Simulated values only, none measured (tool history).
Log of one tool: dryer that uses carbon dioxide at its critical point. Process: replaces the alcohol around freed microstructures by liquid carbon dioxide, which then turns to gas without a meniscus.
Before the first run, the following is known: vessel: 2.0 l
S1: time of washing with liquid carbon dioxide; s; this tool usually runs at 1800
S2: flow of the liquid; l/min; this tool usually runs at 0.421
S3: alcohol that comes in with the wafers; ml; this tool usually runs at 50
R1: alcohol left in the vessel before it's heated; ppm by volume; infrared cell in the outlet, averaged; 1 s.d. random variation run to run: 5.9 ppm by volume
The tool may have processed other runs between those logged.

| run | hour | S1 | S2 | S3 | R1 |
|---|---|---|---|---|---|
| 1 | 0.0 | 1800 | 0.421 | 50 | 236 |
| 2 | 10.6 | 1800 | 0.421 | 50 | 228 |
| 3 | 20.9 | 1800 | 0.421 | 50 | 238 |
| 4 | 29.9 | 1800 | 0.421 | 50 | 249 |
| 5 | 38.0 | 1800 | 0.421 | 50 | 243 |
| 6 | 45.4 | 1800 | 0.421 | 50 | 236 |
| 7 | 52.0 | 1800 | 0.481 | 50 | 139 |
| 8 | 65.6 | 2220 | 0.421 | 50 | 93 |
| 9 | 82.3 | 1200 | 0.421 | 50 | 1124 |
| 10 | 92.7 | 1800 | 0.421 | 50 | 249 |
| 11 | 106.4 | 1800 | 0.487 | 50 | 125 |
| 12 | 115.8 | 1800 | 0.487 | 50 | 139 |
| 13 | 131.5 | 1800 | 0.487 | 50 | 138 |
| 14 | 142.6 | 1800 | 0.487 | 50 | 138 |
| 15 | 159.1 | 1800 | 0.487 | 50 | 148 |
| 16 | 167.1 | 2580 | 0.487 | 50 | 43 |
| 17 | 180.2 | 1800 | 0.421 | 50 | 280 |
| 18 | 192.3 | 1260 | 0.421 | 50 | 1027 |
| 19 | 203.2 | 2160 | 0.625 | 59 | 44 |
| 20 | 211.8 | 2160 | 0.625 | 59 | 38 |
| 21 | 222.8 | 1560 | 0.631 | 49 | 96 |
| 22 | 235.2 | 1200 | 0.322 | 104 | 5129 |
| 23 | 250.4 | 1800 | 0.300 | 33 | 696 |
| 24 | 257.9 | 1260 | 0.658 | 46 | 187 |
| 25 | 271.8 | 1560 | 0.550 | 104 | 343 |
| 26 | 281.8 | 2280 | 0.421 | 50 | 132 |
| 27 | 289.9 | 1740 | 0.307 | 50 | 1131 |
| 28 | 302.3 | 2400 | 0.518 | 60 | 60 |
| 29 | 308.9 | 2400 | 0.425 | 60 | 120 |
| 30 | 319.6 | 2400 | 0.409 | 22 | 82 |
| 31 | 330.2 | 2400 | 0.409 | 22 | 86 |
| 32 | 344.4 | 2400 | 0.357 | 52 | 220 |
| 33 | 351.7 | 1080 | 0.357 | 22 | 1171 |

Selected run-to-run steps in R1, each split into two signed amounts: the part the tool would show with no hidden state at all (from settings, incoming material and random variation), and the remainder, which goes to the hidden state together with any gauge scatter not common to the measured and the hidden-state-free results:
Hidden state present: flow that reaches the vessel past the clogged filter, %; alcohol in the recycled carbon dioxide, ppm; drift of the gauge itself on alcohol_ppm, %.
Run 21 -> 22: S1 1560 -> 1200, S2 0.631 -> 0.322, S3 49 -> 104. R1 +5033 ppm by volume: hidden state +502, all else +4531.
Run 22 -> 23: S1 1200 -> 1800, S2 0.322 -> 0.300, S3 104 -> 33. R1 -4433 ppm by volume: hidden state -418, all else -4015.
Run 27 -> 28: S1 1740 -> 2400, S2 0.307 -> 0.518, S3 50 -> 60. R1 -1071 ppm by volume: hidden state -168, all else -903.
